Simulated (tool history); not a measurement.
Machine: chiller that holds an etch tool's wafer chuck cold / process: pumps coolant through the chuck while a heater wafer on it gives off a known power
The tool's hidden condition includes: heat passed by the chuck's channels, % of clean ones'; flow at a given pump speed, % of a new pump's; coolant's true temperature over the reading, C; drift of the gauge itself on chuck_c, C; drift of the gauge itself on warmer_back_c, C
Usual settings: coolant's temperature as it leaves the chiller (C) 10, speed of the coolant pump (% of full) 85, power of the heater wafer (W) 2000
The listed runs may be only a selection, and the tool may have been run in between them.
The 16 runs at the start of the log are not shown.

| run | hour | coolant's temperature as it leaves the chiller (C) | speed of the coolant pump (% of full) | power of the heater wafer (W) | hours since the coolant was changed and the channels were flushed | hours since the pump was overhauled | hours since the chiller's thermometer was calibrated | chuck's temperature once it has settled (C) | how much warmer the coolant comes back (C) |
|---|---|---|---|---|---|---|---|---|---|
| 17 | 1131.8 | 9 | 85 | 2000 | 493 | 4044 | 355 | 23.4 | 4.50 |
| 18 | 1235.8 | 10 | 85 | 2000 | 597 | 4148 | 459 | 24.4 | 4.45 |
| 19 | 1327.2 | 5 | 87 | 2000 | 689 | 4239 | 551 | 19.1 | 4.33 |
|  | 1389.4 | chiller's thermometer calibrated, once more |
| 20 | 1398.2 | 17 | 74 | 2310 | 759 | 4309 | 9 | 37.2 | 6.05 |
| 21 | 1499.5 | 16 | 82 | 1510 | 860 | 4411 | 110 | 27.9 | 3.47 |
| 22 | 1581.8 | 16 | 80 | 1143 | 942 | 4493 | 192 | 25.3 | 2.75 |
| 23 | 1663.2 | 8 | 80 | 1143 | 1024 | 4574 | 274 | 17.4 | 2.73 |
| 24 | 1767.5 | 8 | 98 | 1926 | 1128 | 4679 | 378 | 20.7 | 3.63 |
| 25 | 1858.1 | 0 | 62 | 1074 | 1219 | 4769 | 469 | 11.4 | 3.43 |
| 26 | 1932.1 | 7 | 62 | 1135 | 1293 | 4843 | 543 | 19.0 | 3.60 |
| 27 | 1982.4 | 7 | 62 | 1135 | 1343 | 4893 | 593 | 18.8 | 3.60 |
| 28 | 2055.7 | 3 | 85 | 1541 | 1416 | 4967 | 666 | 14.7 | 3.52 |
| 29 | 2153.6 | 3 | 85 | 1541 | 1514 | 5065 | 764 | 14.9 | 3.50 |
| 30 | 2235.4 | 7 | 71 | 1089 | 1596 | 5146 | 846 | 17.1 | 3.04 |
| 31 | 2288.6 | 8 | 85 | 1975 | 1649 | 5200 | 899 | 23.1 | 4.49 |
| 32 | 2351.4 | 4 | 64 | 1553 | 1712 | 5262 | 962 | 20.1 | 4.84 |

Alternative continuations, all from the tool just after run 32; predict every row:
| A | 2412.9 | 8 | 64 | 1553 | 1773 | 5324 | 1024 | ? | ? |
| B | 2412.9 | 4 | 73 | 1553 | 1773 | 5324 | 1024 | ? | ? |
| C | 2412.9 | 9 | 64 | 1553 | 1773 | 5324 | 1024 | ? | ? |
| D | 2412.9 | 20 | 83 | 1082 | 1773 | 5324 | 1024 | ? | ? |

| run | chuck's temperature once it has settled (C) | how much warmer the coolant comes back (C) |
|---|---|---|
| A | 24.0 | 4.81 |
| B | 17.9 | 4.14 |
| C | 24.9 | 4.79 |
| D | 28.5 | 2.47 |
Without the tool's unlogged condition, the same runs would have read:
| run | chuck's temperature once it has settled (C) | how much warmer the coolant comes back (C) |
|---|---|---|
| A | 22.8 | 4.51 |
| B | 16.9 | 3.88 |
| C | 23.7 | 4.50 |
| D | 27.9 | 2.32 |
